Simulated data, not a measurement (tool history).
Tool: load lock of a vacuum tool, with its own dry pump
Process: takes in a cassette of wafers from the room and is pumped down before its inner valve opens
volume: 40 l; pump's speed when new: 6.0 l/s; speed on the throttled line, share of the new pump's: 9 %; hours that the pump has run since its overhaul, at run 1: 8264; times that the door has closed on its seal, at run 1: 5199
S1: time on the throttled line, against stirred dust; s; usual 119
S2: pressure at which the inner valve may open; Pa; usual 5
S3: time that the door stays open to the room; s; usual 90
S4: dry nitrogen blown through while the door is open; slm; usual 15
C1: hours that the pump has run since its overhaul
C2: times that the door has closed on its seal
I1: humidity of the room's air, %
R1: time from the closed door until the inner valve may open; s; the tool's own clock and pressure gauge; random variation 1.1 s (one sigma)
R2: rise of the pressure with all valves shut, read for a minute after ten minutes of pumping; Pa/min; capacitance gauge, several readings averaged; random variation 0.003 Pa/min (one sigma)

{"run": 1, "hour": 0.0, "S1": 119, "S2": 5, "S3": 90, "S4": 15, "C1": 8264, "C2": 5199, "I1": 45.6, "R1": 183.0, "R2": 0.049}
{"run": 2, "hour": 711.4, "S1": 119, "S2": 5, "S3": 90, "S4": 15, "C1": 8975, "C2": 8556, "I1": 46.1, "R1": 184.8, "R2": 0.072}
{"run": 3, "hour": 1411.5, "S1": 119, "S2": 5, "S3": 90, "S4": 15, "C1": 9675, "C2": 11859, "I1": 45.0, "R1": 187.1, "R2": 0.096}
{"run": 4, "hour": 1723.8, "S1": 119, "S2": 5, "S3": 90, "S4": 8, "C1": 9988, "C2": 13333, "I1": 48.3, "R1": 188.3, "R2": 0.106}
{"run": 5, "hour": 2434.9, "S1": 119, "S2": 9, "S3": 90, "S4": 15, "C1": 10699, "C2": 16688, "I1": 43.0, "R1": 183.3, "R2": 0.142}
{"run": 6, "hour": 2972.7, "S1": 74, "S2": 9, "S3": 90, "S4": 15, "C1": 11237, "C2": 19226, "I1": 42.8, "R1": 144.4, "R2": 0.174}
{"hour": 3334.2, "done": "door's seal changed, seat wiped"}
{"run": 7, "hour": 3600.0, "S1": 74, "S2": 9, "S3": 90, "S4": 15, "C1": 11862, "C2": 1254, "I1": 44.3, "R1": 146.6, "R2": 0.019}
{"run": 8, "hour": 3991.3, "S1": 74, "S2": 9, "S3": 90, "S4": 15, "C1": 12254, "C2": 3100, "I1": 46.0, "R1": 146.2, "R2": 0.034}
{"run": 9, "hour": 4699.5, "S1": 74, "S2": 9, "S3": 90, "S4": 15, "C1": 12962, "C2": 6442, "I1": 42.8, "R1": 146.3, "R2": 0.039}
{"hour": 4996.6, "done": "dry pump taken out, an overhauled one fitted"}
{"run": 10, "hour": 5287.7, "S1": 119, "S2": 9, "S3": 90, "S4": 15, "C1": 291, "C2": 9189, "I1": 46.0, "R1": 170.3, "R2": 0.063}
{"run": 11, "hour": 5966.7, "S1": 119, "S2": 9, "S3": 90, "S4": 15, "C1": 970, "C2": 12393, "I1": 44.0, "R1": 173.8, "R2": 0.088}
{"run": 12, "hour": 6265.2, "S1": 119, "S2": 5, "S3": 90, "S4": 15, "C1": 1269, "C2": 13802, "I1": 47.0, "R1": 175.1, "R2": 0.098}
{"run": 13, "hour": 6742.1, "S1": 95, "S2": 5, "S3": 90, "S4": 15, "C1": 1745, "C2": 16052, "I1": 43.2, "R1": 153.7, "R2": 0.123}
{"run": 14, "hour": 7368.2, "S1": 119, "S2": 5, "S3": 194, "S4": 15, "C1": 2372, "C2": 19007, "I1": 48.0, "R1": 178.4, "R2": 0.165}
{"hour": 7747.2, "done": "door's seal changed, seat wiped"}
{"run": 15, "hour": 7755.1, "S1": 119, "S2": 5, "S3": 90, "S4": 15, "C1": 2757, "C2": 37, "I1": 43.2, "R1": 178.1, "R2": 0.014}
{"run": 16, "hour": 8123.4, "S1": 75, "S2": 5, "S3": 35, "S4": 15, "C1": 3125, "C2": 1775, "I1": 43.1, "R1": 139.8, "R2": 0.014}
{"run": 17, "hour": 8684.3, "S1": 75, "S2": 6, "S3": 77, "S4": 15, "C1": 3686, "C2": 4422, "I1": 45.7, "R1": 139.5, "R2": 0.028}
{"run": 18, "hour": 9045.9, "S1": 66, "S2": 5, "S3": 91, "S4": 5, "C1": 4048, "C2": 6128, "I1": 45.2, "R1": 132.1, "R2": 0.052}
{"run": 19, "hour": 9490.8, "S1": 167, "S2": 5, "S3": 90, "S4": 37, "C1": 4493, "C2": 8227, "I1": 43.9, "R1": 221.7, "R2": 0.048}
{"run": 20, "hour": 10131.6, "S1": 119, "S2": 5, "S3": 33, "S4": 15, "C1": 5133, "C2": 11251, "I1": 44.8, "R1": 181.1, "R2": 0.077}
{"run": 21, "hour": 10489.5, "S1": 119, "S2": 6, "S3": 90, "S4": 15, "C1": 5491, "C2": 12940, "I1": 44.8, "R1": 179.7, "R2": 0.097}
{"run": 22, "hour": 11168.1, "S1": 119, "S2": 6, "S3": 90, "S4": 15, "C1": 6170, "C2": 16142, "I1": 44.8, "R1": 182.3, "R2": 0.132}
{"run": 23, "hour": 11545.8, "S1": 83, "S2": 6, "S3": 29, "S4": 37, "C1": 6548, "C2": 17924, "I1": 47.3, "R1": 149.5, "R2": 0.135}
{"hour": 12184.2, "done": "door's seal changed, seat wiped"}
{"run": 24, "hour": 12189.4, "S1": 119, "S2": 5, "S3": 29, "S4": 37, "C1": 7190, "C2": 24, "I1": 45.8, "R1": 184.7, "R2": 0.006}
{"run": 25, "hour": 12791.4, "S1": 119, "S2": 5, "S3": 29, "S4": 37, "C1": 7792, "C2": 2865, "I1": 41.8, "R1": 186.0, "R2": 0.008}
{"run": 26, "hour": 13411.6, "S1": 119, "S2": 10, "S3": 161, "S4": 15, "C1": 8412, "C2": 5791, "I1": 43.5, "R1": 181.1, "R2": 0.053}
{"run": 27, "hour": 14112.8, "S1": 119, "S2": 10, "S3": 161, "S4": 15, "C1": 9113, "C2": 9100, "I1": 45.2, "R1": 179.3, "R2": 0.07}
{"run": 28, "hour": 14807.8, "S1": 196, "S2": 5, "S3": 90, "S4": 17, "C1": 9808, "C2": 12379, "I1": 43.0, "R1": 257.3, "R2": 0.094}
{"run": 29, "hour": 15392.9, "S1": 111, "S2": 5, "S3": 90, "S4": 15, "C1": 10393, "C2": 15140, "I1": 45.8, "R1": 181.8, "R2": 0.12}

The next listed run, before its measurement:
{"run": 30, "hour": 15691.5, "S1": 111, "S2": 8, "S3": 37, "S4": 15, "C1": 10692, "C2": 16549, "I1": 44.5, "R1": "?", "R2": "?"}

R1: 176.7 s
R2: 0.131 Pa/min
Without the tool's hidden state the same run would have given R1 163.2 s, R2 0.013 Pa/min.
